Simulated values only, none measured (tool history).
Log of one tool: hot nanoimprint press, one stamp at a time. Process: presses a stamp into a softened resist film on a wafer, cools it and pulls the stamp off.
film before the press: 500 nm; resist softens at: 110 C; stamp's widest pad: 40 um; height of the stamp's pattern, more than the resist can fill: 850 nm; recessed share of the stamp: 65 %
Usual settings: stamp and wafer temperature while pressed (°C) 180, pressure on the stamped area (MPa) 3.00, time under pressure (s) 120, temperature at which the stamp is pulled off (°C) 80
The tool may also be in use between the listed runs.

run    hour  stamp and wafer temperature while pressed (°C)  pressure on the stamped area (MPa)  time under pressure (s)  temperature at which the stamp is pulled off (°C)  resist left under the stamp's widest pad (nm)  greatest force while the stamp is pulled off (N)
  1     0.0                                             180                                3.00                      120                                                 80                                          244.8                                               210
  2    58.2                                             180                                3.29                      120                                                 80                                          233.5                                               238
  3    89.8                                             180                                3.29                      120                                                 80                                          233.9                                               233
  4   144.1                                             180                                3.29                      120                                                 80                                          233.1                                               137
  5   169.5                                             180                                3.29                      120                                                 80                                          229.8                                               140
  6   215.2                                             180                                3.29                      101                                                 80                                          246.0                                               157
  7   244.2                                             180                                3.00                      120                                                 80                                          235.8                                               160
  8   292.1                                             180                                3.00                      120                                                 80                                          234.4                                               173
  9   328.3                                             180                                3.00                      120                                                 80                                          227.0                                               177
 10   386.6                                             180                                3.00                      120                                                 81                                          210.5                                               192
 11   436.1                                             180                                3.00                      120                                                 80                                          208.4                                               198
 12   479.2                                             180                                3.00                      120                                                 80                                          208.0                                               216
 13   506.3                                             180                                3.00                      120                                                 80                                          205.3                                               217
 14   531.7                                             180                                3.00                      120                                                 80                                          205.7                                               228
 15   580.8                                             180                                3.00                      120                                                 73                                          205.7                                               261
 16   626.5                                             180                                3.00                      107                                                 73                                          263.3                                               153
 17   675.4                                             184                                3.27                      107                                                 73                                          212.6                                               160
 18   701.9                                             184                                3.27                      107                                                 73                                          211.7                                               163
 19   744.8                                             184                                3.27                      107                                                 73                                          211.8                                               170
 20   794.2                                             180                                2.18                      113                                                 74                                          281.8                                               190
 21   839.1                                             185                                1.93                      113                                                 74                                          243.6                                               200
 22   882.1                                             185                                1.93                      113                                                 74                                          240.6                                               216
 23   920.2                                             185                                3.31                      113                                                 74                                          192.0                                               220
 24   972.1                                             185                                3.31                      113                                                 74                                          192.2                                               230
 25  1006.5                                             185                                3.31                      113                                                 74                                          190.0                                               248
 26  1046.3                                             189                                1.87                      135                                                 74                                          189.8                                               265
 27  1084.0                                             189                                3.52                      198                                                 84                                          120.1                                               139

Taken out of this log: 6 entries between the listed runs. Where each belongs, and how the hidden state differs across it:
Between runs 3 and 4: stamp cleaned and given a new release coat (hour 144.1)
  true temperature over the reading, C: 1.49 -> 1.66; pressure that arrives at the usual setting, %: 93.52 -> 93.24; grip of the stamp's worn release coat, % over a new coat's: 75.6 -> 0
  measured less the result without the state, resist left under the stamp's widest pad (nm): -8.4 -> -9.8; greatest force while the stamp is pulled off (N): +99 -> -2
Between runs 8 and 9: press's hydraulic seals changed and the load cell set to zero (hour 311.9)
  true temperature over the reading, C: 2.21 -> 2.31; pressure that arrives at the usual setting, %: 92.35 -> 99.97; grip of the stamp's worn release coat, % over a new coat's: 25.5 -> 30.7
  measured less the result without the state, resist left under the stamp's widest pad (nm): -15.2 -> -23.7; greatest force while the stamp is pulled off (N): +33 -> +39
Between runs 9 and 10: plate thermocouple calibrated (hour 340.8)
  true temperature over the reading, C: 2.31 -> 4.05; pressure that arrives at the usual setting, %: 99.97 -> 99.65; grip of the stamp's worn release coat, % over a new coat's: 30.7 -> 41.2
  measured less the result without the state, resist left under the stamp's widest pad (nm): -23.7 -> -40.0; greatest force while the stamp is pulled off (N): +39 -> +52
Between runs 15 and 16: plate thermocouple calibrated, once more (hour 591.5); stamp cleaned and given a new release coat (hour 614.6)
  true temperature over the reading, C: 4.75 -> -0.05; pressure that arrives at the usual setting, %: 98.46 -> 98.26; grip of the stamp's worn release coat, % over a new coat's: 80.9 -> 1.9
  measured less the result without the state, resist left under the stamp's widest pad (nm): -45.4 -> +2.3; greatest force while the stamp is pulled off (N): +112 -> +3
Between runs 26 and 27: stamp cleaned and given a new release coat (hour 1069.3)
  true temperature over the reading, C: 1.46 -> 1.57; pressure that arrives at the usual setting, %: 95.77 -> 95.59; grip of the stamp's worn release coat, % over a new coat's: 82.2 -> 2.4
  measured less the result without the state, resist left under the stamp's widest pad (nm): -9.4 -> -5.7; greatest force while the stamp is pulled off (N): +118 -> +2

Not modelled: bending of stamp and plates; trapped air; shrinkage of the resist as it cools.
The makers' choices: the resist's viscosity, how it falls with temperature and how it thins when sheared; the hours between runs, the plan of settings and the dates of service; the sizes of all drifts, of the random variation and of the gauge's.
